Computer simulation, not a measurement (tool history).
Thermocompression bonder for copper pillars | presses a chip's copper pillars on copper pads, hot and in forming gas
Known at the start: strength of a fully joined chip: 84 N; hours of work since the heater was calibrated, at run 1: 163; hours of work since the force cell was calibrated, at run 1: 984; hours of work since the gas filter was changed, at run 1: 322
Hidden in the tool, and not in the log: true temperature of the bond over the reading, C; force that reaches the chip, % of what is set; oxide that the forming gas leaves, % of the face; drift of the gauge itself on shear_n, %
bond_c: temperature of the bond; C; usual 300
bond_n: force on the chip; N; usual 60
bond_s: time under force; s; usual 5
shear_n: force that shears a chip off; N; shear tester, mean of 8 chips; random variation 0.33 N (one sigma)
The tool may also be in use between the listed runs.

run,day,bond_c,bond_n,bond_s,hours of work since the heater was calibrated,hours of work since the force cell was calibrated,hours of work since the gas filter was changed,shear_n
1,0,300,60,5,163,984,322,50.3
2,1.712,300,60,5,193,1014,353,49.7
3,3.521,300,60,5,225,1046,385,49
# day 6.421: forming gas filter changed
4,6.933,300,60,5,285,1106,9,52.3
5,9.721,300,60,5,334,1155,58,52.3
6,11.992,300,60,5,375,1196,99,52.8
7,14.908,300,60,5,426,1247,150,51.7
8,18.004,298,60,5,481,1302,205,50.7
9,20.492,298,60,5,525,1346,249,50.3
10,23.283,300,60,12,574,1395,298,63
11,26.629,300,60,12,633,1454,357,62.2
12,28.3,300,60,12,663,1484,387,62.6
# day 30.846: forming gas filter changed
13,31.708,300,60,5,723,1544,15,54.3
14,34.333,300,60,5,769,1590,62,53.6
15,36.783,300,60,5,812,1634,105,54
16,39.683,300,60,5,864,1685,156,53.3
# day 39.929: force cell calibrated
17,43,300,60,5,921,54,214,52.6
18,45.688,300,41,5,969,102,261,38.3
19,48.038,300,41,5,1010,143,303,38.6
20,50.938,300,37,5,1062,195,354,34.3
21,52.433,300,59,12,1088,221,381,63
22,55.071,300,59,12,1135,268,427,61.7
# day 55.408: forming gas filter changed
23,56.767,300,59,12,1164,297,24,67.2
24,59.429,300,59,12,1211,344,71,66.1
# day 60.288: force cell calibrated, once more
25,62.354,298,60,6,1262,37,122,58.6

The next listed run, before its measurement:
26,65.442,300,72,14,1317,91,176,?

{"run 26": {"shear_n": 75.1}}
Without the tool's hidden state the same run would have given shear_n 74.1 N.
